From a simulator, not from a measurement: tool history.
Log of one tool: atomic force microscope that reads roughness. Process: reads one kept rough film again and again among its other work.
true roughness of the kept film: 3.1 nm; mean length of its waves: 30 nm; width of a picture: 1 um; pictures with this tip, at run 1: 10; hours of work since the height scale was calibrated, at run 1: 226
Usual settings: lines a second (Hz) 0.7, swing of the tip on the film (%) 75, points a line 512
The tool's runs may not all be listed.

| run | hour | lines a second (Hz) | swing of the tip on the film (%) | points a line | pictures with this tip | hours of work since the height scale was calibrated | roughness of the kept film (nm (root mean square)) |
|---|---|---|---|---|---|---|---|
| 1 | 0 | 0.7 | 75 | 512 | 10 | 226 | 2.768 |
| 2 | 40.1 | 0.7 | 75 | 512 | 60 | 256 | 2.735 |
| 3 | 99.1 | 0.7 | 65 | 512 | 134 | 301 | 2.781 |
|  | 111.8 | new tip fitted |
| 4 | 144.4 | 0.7 | 75 | 681 | 40 | 335 | 2.746 |
| 5 | 182 | 0.7 | 75 | 681 | 88 | 363 | 2.744 |
| 6 | 225.8 | 0.7 | 75 | 681 | 143 | 397 | 2.744 |
|  | 232.4 | new tip fitted |
| 7 | 305.5 | 0.7 | 75 | 681 | 92 | 457 | 2.729 |
|  | 352.2 | new tip fitted |
| 8 | 352.2 | 0.7 | 75 | 681 | 0 | 491 | 2.759 |
| 9 | 414.9 | 0.7 | 84 | 512 | 79 | 539 | 2.727 |
|  | 473.1 | new tip fitted |
| 10 | 487.5 | 0.7 | 84 | 512 | 18 | 594 | 2.724 |
| 11 | 566.4 | 0.7 | 84 | 512 | 117 | 653 | 2.734 |
|  | 593 | new tip fitted |
| 12 | 646.7 | 0.7 | 75 | 512 | 68 | 714 | 2.749 |
| 13 | 702.1 | 0.7 | 75 | 512 | 137 | 756 | 2.772 |
|  | 713.7 | new tip fitted |
| 14 | 737.6 | 2.928 | 75 | 512 | 30 | 782 | 2.585 |
| 15 | 816.9 | 0.7 | 89 | 512 | 130 | 842 | 2.692 |
|  | 833.4 | new tip fitted |
| 16 | 881.1 | 0.7 | 89 | 512 | 60 | 890 | 2.706 |
| 17 | 934.5 | 0.7 | 89 | 512 | 127 | 931 | 2.696 |
|  | 951.3 | new tip fitted |
| 18 | 979.5 | 0.7 | 89 | 512 | 35 | 964 | 2.697 |
| 19 | 1036.7 | 2.806 | 75 | 348 | 107 | 1008 | 2.574 |
|  | 1073.1 | new tip fitted |
| 20 | 1105.5 | 1.847 | 69 | 836 | 41 | 1059 | 2.728 |
| 21 | 1176.5 | 1.53 | 89 | 927 | 130 | 1113 | 2.578 |
|  | 1194.5 | new tip fitted |
| 22 | 1258.3 | 0.511 | 75 | 512 | 80 | 1175 | 2.778 |
|  | 1314.1 | new tip fitted |
| 23 | 1328.2 | 0.7 | 75 | 770 | 17 | 1227 | 2.769 |
| 24 | 1383.1 | 0.7 | 75 | 770 | 86 | 1269 | 2.756 |
| 25 | 1430.2 | 2.165 | 57 | 490 | 145 | 1304 | 2.744 |
|  | 1436.8 | new tip fitted |
| 26 | 1473.1 | 2.084 | 66 | 492 | 46 | 1336 | 2.711 |
| 27 | 1512.2 | 2.238 | 79 | 512 | 95 | 1366 | 2.601 |
|  | 1558.1 | new tip fitted |
| 28 | 1579.4 | 1.186 | 75 | 533 | 26 | 1416 | 2.71 |
| 29 | 1640.1 | 0.818 | 68 | 355 | 103 | 1462 | 2.74 |
|  | 1676.2 | new tip fitted |
| 30 | 1715.6 | 0.818 | 68 | 355 | 50 | 1519 | 2.769 |
| 31 | 1772.2 | 1.26 | 67 | 512 | 121 | 1562 | 2.724 |

4 ways to go on from here, each from the tool as it stands after run 31. What would each give?
|  | 1787.2 | height scale calibrated on a step standard |
|  | 1796.8 | new tip fitted |
| A | 1809.9 | 1.26 | 58 | 512 | 16 | 17 | ? |
|  | 1787.2 | height scale calibrated on a step standard |
|  | 1796.8 | new tip fitted |
| B | 1809.9 | 0.817 | 75 | 512 | 16 | 17 | ? |
|  | 1787.2 | height scale calibrated on a step standard |
|  | 1796.8 | new tip fitted |
| C | 1809.9 | 1.079 | 72 | 501 | 16 | 17 | ? |
|  | 1787.2 | height scale calibrated on a step standard |
|  | 1796.8 | new tip fitted |
| D | 1809.9 | 1.26 | 76 | 425 | 16 | 17 | ? |

| run | roughness of the kept film (nm (root mean square)) |
|---|---|
| A | 2.764 |
| B | 2.734 |
| C | 2.725 |
| D | 2.71 |
Without the tool's hidden state the same runs would have given:
| run | roughness of the kept film (nm (root mean square)) |
|---|---|
| A | 2.765 |
| B | 2.736 |
| C | 2.727 |
| D | 2.712 |
